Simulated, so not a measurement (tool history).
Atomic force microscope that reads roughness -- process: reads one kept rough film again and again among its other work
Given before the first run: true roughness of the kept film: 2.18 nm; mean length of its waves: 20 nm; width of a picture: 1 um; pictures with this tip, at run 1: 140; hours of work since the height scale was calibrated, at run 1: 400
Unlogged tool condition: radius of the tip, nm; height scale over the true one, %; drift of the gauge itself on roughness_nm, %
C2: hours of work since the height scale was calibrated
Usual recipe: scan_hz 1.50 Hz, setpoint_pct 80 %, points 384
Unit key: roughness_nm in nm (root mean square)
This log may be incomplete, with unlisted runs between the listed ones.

Run 1, hour 0.0: usual settings; pictures with this tip 140; C2 400. Result: roughness_nm 1.392 nm (root mean square).
Run 2, hour 26.1: usual settings; pictures with this tip 177; C2 415. Result: roughness_nm 1.334 nm (root mean square).
At hour 46.4: new tip fitted.
Run 3, hour 50.9: usual settings; pictures with this tip 6; C2 429. Result: roughness_nm 1.628 nm (root mean square).
Run 4, hour 63.5: usual settings; pictures with this tip 24; C2 436. Result: roughness_nm 1.582 nm (root mean square).
Run 5, hour 90.0: usual settings; pictures with this tip 61; C2 451. Result: roughness_nm 1.519 nm (root mean square).
Run 6, hour 115.2: usual settings but setpoint_pct 74 %; pictures with this tip 97; C2 466. Result: roughness_nm 1.475 nm (root mean square).
Run 7, hour 130.9: usual settings but setpoint_pct 75 %; pictures with this tip 119; C2 474. Result: roughness_nm 1.426 nm (root mean square).
Run 8, hour 155.5: usual settings but setpoint_pct 75 %; pictures with this tip 154; C2 488. Result: roughness_nm 1.355 nm (root mean square).
Run 9, hour 177.2: usual settings but setpoint_pct 64 %; pictures with this tip 184; C2 501. Result: roughness_nm 1.388 nm (root mean square).
At hour 192.3: new tip fitted.
Run 10, hour 200.3: usual settings; pictures with this tip 11; C2 514. Result: roughness_nm 1.622 nm (root mean square).
Run 11, hour 224.6: usual settings; pictures with this tip 45; C2 527. Result: roughness_nm 1.544 nm (root mean square).
Run 12, hour 245.5: usual settings; pictures with this tip 75; C2 539. Result: roughness_nm 1.486 nm (root mean square).
Run 13, hour 268.7: usual settings; pictures with this tip 108; C2 552. Result: roughness_nm 1.423 nm (root mean square).
Run 14, hour 282.5: usual settings; pictures with this tip 127; C2 560. Result: roughness_nm 1.379 nm (root mean square).
Run 15, hour 308.7: usual settings; pictures with this tip 164; C2 575. Result: roughness_nm 1.318 nm (root mean square).
Run 16, hour 329.4: usual settings but scan_hz 3.97 Hz, points 795; pictures with this tip 193; C2 587. Result: roughness_nm 1.040 nm (root mean square).
At hour 331.6: height scale calibrated on a step standard.
At hour 337.5: new tip fitted.
Run 17, hour 355.9: usual settings but scan_hz 2.43 Hz, setpoint_pct 83 %; pictures with this tip 26; C2 14. Result: roughness_nm 1.424 nm (root mean square).
Run 18, hour 382.2: usual settings but scan_hz 2.43 Hz, setpoint_pct 83 %; pictures with this tip 63; C2 28. Result: roughness_nm 1.328 nm (root mean square).
Run 19, hour 393.8: usual settings but scan_hz 3.02 Hz, setpoint_pct 59 %, points 361; pictures with this tip 79; C2 35. Result: roughness_nm 1.551 nm (root mean square).
At hour 399.4: height scale calibrated on a step standard, once more.
Run 20, hour 420.0: usual settings but scan_hz 3.02 Hz, setpoint_pct 59 %, points 866; pictures with this tip 115; C2 12. Result: roughness_nm 1.483 nm (root mean square).
Run 21, hour 437.3: usual settings but setpoint_pct 68 %; pictures with this tip 139; C2 22. Result: roughness_nm 1.437 nm (root mean square).
Run 22, hour 455.7: usual settings but scan_hz 2.18 Hz, setpoint_pct 87 %; pictures with this tip 165; C2 32. Result: roughness_nm 1.128 nm (root mean square).
Run 23, hour 467.2: usual settings but scan_hz 2.53 Hz, setpoint_pct 62 %; pictures with this tip 181; C2 39. Result: roughness_nm 1.354 nm (root mean square).
At hour 483.3: new tip fitted.
Run 24, hour 493.9: usual settings but scan_hz 2.20 Hz, setpoint_pct 89 %, points 286; pictures with this tip 15; C2 53. Result: roughness_nm 1.360 nm (root mean square).
Run 25, hour 507.2: usual settings but scan_hz 1.64 Hz, setpoint_pct 65 %, points 286; pictures with this tip 34; C2 61. Result: roughness_nm 1.670 nm (root mean square).
Run 26, hour 531.6: usual settings but scan_hz 1.64 Hz, setpoint_pct 65 %, points 660; pictures with this tip 68; C2 75. Result: roughness_nm 1.630 nm (root mean square).
Run 27, hour 544.4: usual settings but scan_hz 0.52 Hz, points 404; pictures with this tip 86; C2 82. Result: roughness_nm 1.625 nm (root mean square).
Run 28, hour 557.5: usual settings but scan_hz 0.52 Hz, points 404; pictures with this tip 105; C2 90. Result: roughness_nm 1.551 nm (root mean square).
Run 29, hour 579.3: usual settings but scan_hz 0.52 Hz, points 404; pictures with this tip 136; C2 102. Result: roughness_nm 1.507 nm (root mean square).

Here are 5 independent what-if runs from the current tool condition. What would each one return?
Run A, hour 600.9: usual settings but scan_hz 1.63 Hz, setpoint_pct 87 %, points 952; pictures with this tip 166; C2 114. Result: roughness_nm ?.
Run B, hour 600.9: usual settings but scan_hz 0.92 Hz, points 854; pictures with this tip 166; C2 114. Result: roughness_nm ?.
Run C, hour 600.9: usual settings but scan_hz 0.52 Hz, points 956; pictures with this tip 166; C2 114. Result: roughness_nm ?.
Run D, hour 600.9: usual settings but points 313; pictures with this tip 166; C2 114. Result: roughness_nm ?.
Run E, hour 600.9: usual settings but scan_hz 0.52 Hz, setpoint_pct 60 %, points 570; pictures with this tip 166; C2 114. Result: roughness_nm ?.

run  roughness_nm
  A         1.237
  B         1.419
  C         1.461
  D         1.302
  E         1.509
Take away the tool's hidden state, keep each run's random variation, and the runs would have read:
run  roughness_nm
  A         1.569
  B         1.797
  C         1.855
  D         1.650
  E         1.914

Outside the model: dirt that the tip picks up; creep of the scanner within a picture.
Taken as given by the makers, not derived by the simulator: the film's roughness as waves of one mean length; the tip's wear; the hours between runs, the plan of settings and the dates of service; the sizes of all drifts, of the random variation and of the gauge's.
